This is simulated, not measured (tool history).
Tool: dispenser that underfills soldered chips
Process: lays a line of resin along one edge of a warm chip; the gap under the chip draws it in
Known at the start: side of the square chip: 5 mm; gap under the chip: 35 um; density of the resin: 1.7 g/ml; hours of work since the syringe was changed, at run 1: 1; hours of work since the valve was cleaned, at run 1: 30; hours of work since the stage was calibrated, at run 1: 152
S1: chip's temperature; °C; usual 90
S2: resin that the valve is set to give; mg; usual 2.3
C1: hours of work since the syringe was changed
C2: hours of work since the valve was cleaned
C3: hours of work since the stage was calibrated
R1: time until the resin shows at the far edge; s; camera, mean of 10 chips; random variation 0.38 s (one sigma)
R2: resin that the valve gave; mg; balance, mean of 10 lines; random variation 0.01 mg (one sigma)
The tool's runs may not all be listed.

Run 1, hour 0: usual settings; C1 1; C2 30; C3 152. Result: R1 26.2 s, R2 2.27 mg.
Run 2, hour 9.9: usual settings but S1 105 °C; C1 9; C2 38; C3 160. Result: R1 28.6 s, R2 2.27 mg.
At hour 11.7: new syringe of resin.
Run 3, hour 14.7: usual settings but S1 105 °C; C1 2; C2 41; C3 164. Result: R1 16.4 s, R2 2.24 mg.
Run 4, hour 23.1: usual settings but S1 105 °C; C1 9; C2 48; C3 170. Result: R1 29.3 s, R2 2.27 mg.
At hour 24.9: new syringe of resin.
Run 5, hour 29.1: usual settings but S1 105 °C; C1 3; C2 52; C3 175. Result: R1 17.9 s, R2 2.24 mg.
Run 6, hour 34.6: usual settings but S2 2.61 mg; C1 8; C2 57; C3 179. Result: R1 46.8 s, R2 2.54 mg.
At hour 38.2: new syringe of resin.
Run 7, hour 42: usual settings; C1 3; C2 62; C3 184. Result: R1 31.9 s, R2 2.24 mg.
Run 8, hour 46.6: usual settings but S1 103 °C; C1 7; C2 66; C3 188. Result: R1 26.7 s, R2 2.22 mg.
At hour 51: new syringe of resin.
Run 9, hour 51.9: usual settings but S1 103 °C; C1 1; C2 70; C3 192. Result: R1 15.5 s, R2 2.2 mg.
Run 10, hour 56.8: usual settings but S1 103 °C; C1 5; C2 73; C3 196. Result: R1 22.2 s, R2 2.23 mg.
Run 11, hour 61.3: usual settings but S1 103 °C; C1 8; C2 77; C3 199. Result: R1 30 s, R2 2.23 mg.
At hour 64.4: new syringe of resin.
Run 12, hour 71.7: usual settings but S2 2.75 mg; C1 6; C2 85; C3 207. Result: R1 39.7 s, R2 2.64 mg.
At hour 77.2: new syringe of resin.
Run 13, hour 81.5: usual settings; C1 3; C2 92; C3 214. Result: R1 34 s, R2 2.2 mg.
Run 14, hour 88.6: usual settings; C1 9; C2 98; C3 220. Result: R1 53.5 s, R2 2.2 mg.
At hour 90.3: new syringe of resin.
Run 15, hour 98.9: usual settings; C1 7; C2 106; C3 228. Result: R1 45.1 s, R2 2.18 mg.
At hour 103.5: new syringe of resin.
Run 16, hour 105.3: usual settings; C1 1; C2 110; C3 233. Result: R1 27.5 s, R2 2.17 mg.
Run 17, hour 111.3: usual settings; C1 6; C2 115; C3 237. Result: R1 42.7 s, R2 2.16 mg.
At hour 116.4: dispensing valve cleaned and set on the balance.
At hour 117.4: new syringe of resin.
Run 18, hour 120.5: usual settings but S1 92 °C, S2 2.18 mg; C1 2; C2 3; C3 243. Result: R1 28.8 s, R2 2.2 mg.
Run 19, hour 128.9: usual settings but S1 93 °C, S2 2.53 mg; C1 9; C2 9; C3 250. Result: R1 48 s, R2 2.53 mg.
At hour 130.3: new syringe of resin.
Run 20, hour 138.8: usual settings but S1 75 °C, S2 2.49 mg; C1 7; C2 17; C3 257. Result: R1 83.9 s, R2 2.48 mg.
At hour 143.5: new syringe of resin.
Run 21, hour 145: usual settings but S1 92 °C, S2 2.75 mg; C1 1; C2 22; C3 262. Result: R1 25.5 s, R2 2.72 mg.
Run 22, hour 154.1: usual settings but S1 100 °C, S2 2.33 mg; C1 8; C2 29; C3 269. Result: R1 35.3 s, R2 2.3 mg.
At hour 156.6: new syringe of resin.
Run 23, hour 163.7: usual settings but S1 95 °C, S2 2.2 mg; C1 5; C2 36; C3 276. Result: R1 32.9 s, R2 2.16 mg.
At hour 169.8: new syringe of resin.
Run 24, hour 169.8: usual settings but S1 95 °C, S2 2.02 mg; C1 0; C2 40; C3 281. Result: R1 21.7 s, R2 2 mg.
Run 25, hour 179.3: usual settings but S1 98 °C, S2 2.39 mg; C1 7; C2 48; C3 288. Result: R1 35.6 s, R2 2.34 mg.
At hour 182.7: new syringe of resin.
Run 26, hour 189.7: usual settings but S1 89 °C, S2 2.58 mg; C1 5; C2 56; C3 296. Result: R1 42 s, R2 2.53 mg.
At hour 196: new syringe of resin.
Run 27, hour 198.3: usual settings but S2 2.02 mg; C1 2; C2 62; C3 303. Result: R1 30.8 s, R2 1.96 mg.
Run 28, hour 207.7: usual settings but S1 82 °C, S2 2.46 mg; C1 9; C2 69; C3 310. Result: R1 75.6 s, R2 2.38 mg.
At hour 209.3: new syringe of resin.
Run 29, hour 213: usual settings but S1 84 °C, S2 2.94 mg; C1 3; C2 73; C3 314. Result: R1 41.1 s, R2 2.84 mg.

Forecast each of these 5 alternatives for the next run:
Run A, hour 219.4: usual settings but S1 98 °C; C1 8; C2 78; C3 319. Result: R1 ?, R2 ?.
Run B, hour 219.4: usual settings but S1 102 °C, S2 2.2 mg; C1 8; C2 78; C3 319. Result: R1 ?, R2 ?.
Run C, hour 219.4: usual settings but S1 92 °C, S2 2.94 mg; C1 8; C2 78; C3 319. Result: R1 ?, R2 ?.
Run D, hour 219.4: usual settings but S1 99 °C, S2 2.12 mg; C1 8; C2 78; C3 319. Result: R1 ?, R2 ?.
Run E, hour 219.4: usual settings but S1 81 °C, S2 2.64 mg; C1 8; C2 78; C3 319. Result: R1 ?, R2 ?.

run    R1    R2
  A  36.6  2.23
  B  32.2  2.11
  C  45.8  2.83
  D  36.7  2.05
  E  73.4  2.54
Without the tool's hidden state the same runs would have given:
run    R1    R2
  A  17.2  2.31
  B  15.1  2.19
  C  21.8  2.93
  D  17.3  2.13
  E  34.7  2.63
